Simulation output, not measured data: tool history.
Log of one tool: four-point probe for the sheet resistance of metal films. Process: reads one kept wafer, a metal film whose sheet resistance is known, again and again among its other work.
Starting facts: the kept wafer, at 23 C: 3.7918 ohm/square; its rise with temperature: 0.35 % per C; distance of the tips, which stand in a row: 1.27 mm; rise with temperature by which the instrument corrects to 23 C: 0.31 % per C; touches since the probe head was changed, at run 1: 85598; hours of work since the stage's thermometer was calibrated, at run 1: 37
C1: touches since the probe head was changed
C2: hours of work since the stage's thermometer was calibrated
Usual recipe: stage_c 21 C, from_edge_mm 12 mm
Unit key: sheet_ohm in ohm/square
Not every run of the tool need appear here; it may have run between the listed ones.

Run 1, hour 0.0: usual settings; C1 85598; C2 37. Result: sheet_ohm 3.842802 ohm/square.
Run 2, hour 12.2: usual settings; C1 86308; C2 47. Result: sheet_ohm 3.843119 ohm/square.
Run 3, hour 23.2: usual settings; C1 86943; C2 56. Result: sheet_ohm 3.842882 ohm/square.
Run 4, hour 36.3: usual settings; C1 87702; C2 66. Result: sheet_ohm 3.842742 ohm/square.
Run 5, hour 46.7: usual settings but from_edge_mm 23 mm; C1 88307; C2 74. Result: sheet_ohm 3.827542 ohm/square.
Run 6, hour 62.8: usual settings but stage_c 19 C; C1 89241; C2 87. Result: sheet_ohm 3.841232 ohm/square.
Run 7, hour 71.6: usual settings but stage_c 19 C; C1 89751; C2 94. Result: sheet_ohm 3.841525 ohm/square.
Run 8, hour 91.4: usual settings but stage_c 19 C; C1 90902; C2 109. Result: sheet_ohm 3.842707 ohm/square.
Run 9, hour 110.9: usual settings but stage_c 31 C, from_edge_mm 33 mm; C1 92034; C2 124. Result: sheet_ohm 3.841301 ohm/square.
Run 10, hour 128.5: usual settings but stage_c 23 C, from_edge_mm 21 mm; C1 93053; C2 138. Result: sheet_ohm 3.832707 ohm/square.
Run 11, hour 146.5: usual settings but stage_c 23 C, from_edge_mm 18 mm; C1 94096; C2 152. Result: sheet_ohm 3.836008 ohm/square.

Had the tool no unlogged condition, and each run kept its random variation, what would the results have been?
Hidden conditions of the tool in this case: inner tips' distance over the nominal, %; tips' flats over new ones', %; wafer's true temperature over the reading, C; drift of the gauge itself on sheet_ohm, %.
run  sheet_ohm
  1   3.811024
  2   3.811122
  3   3.810677
  4   3.810300
  5   3.795018
  6   3.808323
  7   3.808454
  8   3.809277
  9   3.807480
 10   3.798699
 11   3.801674

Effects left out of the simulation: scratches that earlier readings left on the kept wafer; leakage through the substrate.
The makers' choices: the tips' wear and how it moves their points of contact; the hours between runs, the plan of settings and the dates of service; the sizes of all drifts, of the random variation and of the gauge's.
